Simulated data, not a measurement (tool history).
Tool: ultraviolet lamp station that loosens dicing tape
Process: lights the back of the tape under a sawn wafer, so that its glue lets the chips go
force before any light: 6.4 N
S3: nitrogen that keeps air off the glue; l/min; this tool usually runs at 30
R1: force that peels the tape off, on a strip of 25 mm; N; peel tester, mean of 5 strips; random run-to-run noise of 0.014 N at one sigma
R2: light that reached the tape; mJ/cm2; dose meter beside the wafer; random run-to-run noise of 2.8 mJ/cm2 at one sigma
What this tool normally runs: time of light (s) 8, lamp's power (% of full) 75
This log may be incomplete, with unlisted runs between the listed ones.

{"run": 1, "hour": 0.0, "time of light (s)": 8, "lamp's power (% of full)": 75, "S3": 30, "R1": 0.754, "R2": 342}
{"run": 2, "hour": 14.4, "time of light (s)": 8, "lamp's power (% of full)": 77, "S3": 30, "R1": 0.739, "R2": 349}
{"run": 3, "hour": 34.3, "time of light (s)": 8, "lamp's power (% of full)": 77, "S3": 30, "R1": 0.746, "R2": 352}
{"run": 4, "hour": 43.9, "time of light (s)": 8, "lamp's power (% of full)": 68, "S3": 30, "R1": 0.915, "R2": 307}
{"run": 5, "hour": 53.4, "time of light (s)": 8, "lamp's power (% of full)": 68, "S3": 30, "R1": 0.923, "R2": 306}
{"run": 6, "hour": 67.5, "time of light (s)": 8, "lamp's power (% of full)": 68, "S3": 30, "R1": 0.911, "R2": 311}
{"run": 7, "hour": 76.5, "time of light (s)": 6, "lamp's power (% of full)": 75, "S3": 30, "R1": 1.25, "R2": 256}
{"hour": 78.1, "done": "window cleaned of glue's vapour"}
{"run": 8, "hour": 87.9, "time of light (s)": 8, "lamp's power (% of full)": 75, "S3": 30, "R1": 0.889, "R2": 322}
{"run": 9, "hour": 109.0, "time of light (s)": 8, "lamp's power (% of full)": 75, "S3": 30, "R1": 0.861, "R2": 320}
{"hour": 121.0, "done": "window cleaned of glue's vapour, once more"}
{"run": 10, "hour": 129.8, "time of light (s)": 8, "lamp's power (% of full)": 75, "S3": 30, "R1": 0.691, "R2": 355}
{"run": 11, "hour": 142.3, "time of light (s)": 8, "lamp's power (% of full)": 75, "S3": 30, "R1": 0.746, "R2": 355}
{"run": 12, "hour": 154.4, "time of light (s)": 14, "lamp's power (% of full)": 90, "S3": 30, "R1": 0.23, "R2": 740}
{"run": 13, "hour": 168.0, "time of light (s)": 11, "lamp's power (% of full)": 92, "S3": 14, "R1": 0.481, "R2": 588}
{"run": 14, "hour": 183.2, "time of light (s)": 11, "lamp's power (% of full)": 68, "S3": 20, "R1": 0.616, "R2": 441}
{"run": 15, "hour": 197.6, "time of light (s)": 8, "lamp's power (% of full)": 94, "S3": 39, "R1": 0.423, "R2": 435}
{"run": 16, "hour": 213.9, "time of light (s)": 8, "lamp's power (% of full)": 94, "S3": 39, "R1": 0.403, "R2": 437}
{"run": 17, "hour": 235.6, "time of light (s)": 8, "lamp's power (% of full)": 94, "S3": 39, "R1": 0.431, "R2": 440}
{"run": 18, "hour": 254.6, "time of light (s)": 9, "lamp's power (% of full)": 75, "S3": 24, "R1": 0.706, "R2": 387}
{"run": 19, "hour": 268.4, "time of light (s)": 9, "lamp's power (% of full)": 64, "S3": 30, "R1": 0.77, "R2": 332}
{"run": 20, "hour": 286.4, "time of light (s)": 8, "lamp's power (% of full)": 91, "S3": 29, "R1": 0.571, "R2": 419}

Consider 4 possible next runs. They are alternatives, not a sequence: every one starts from the tool as it was left by run 20. What does each give?
{"run": "A", "hour": 299.4, "time of light (s)": 13, "lamp's power (% of full)": 94, "S3": 41, "R1": "?", "R2": "?"}
{"run": "B", "hour": 299.4, "time of light (s)": 14, "lamp's power (% of full)": 86, "S3": 15, "R1": "?", "R2": "?"}
{"run": "C", "hour": 299.4, "time of light (s)": 15, "lamp's power (% of full)": 77, "S3": 43, "R1": "?", "R2": "?"}
{"run": "D", "hour": 299.4, "time of light (s)": 9, "lamp's power (% of full)": 91, "S3": 22, "R1": "?", "R2": "?"}

run=A R1=0.221 R2=697
run=B R1=0.331 R2=684
run=C R1=0.232 R2=653
run=D R1=0.551 R2=459
With the hidden condition removed and each run's random variation left untouched, the same runs would have given:
run=A R1=0.206 R2=781
run=B R1=0.274 R2=768
run=C R1=0.214 R2=733
run=D R1=0.445 R2=515
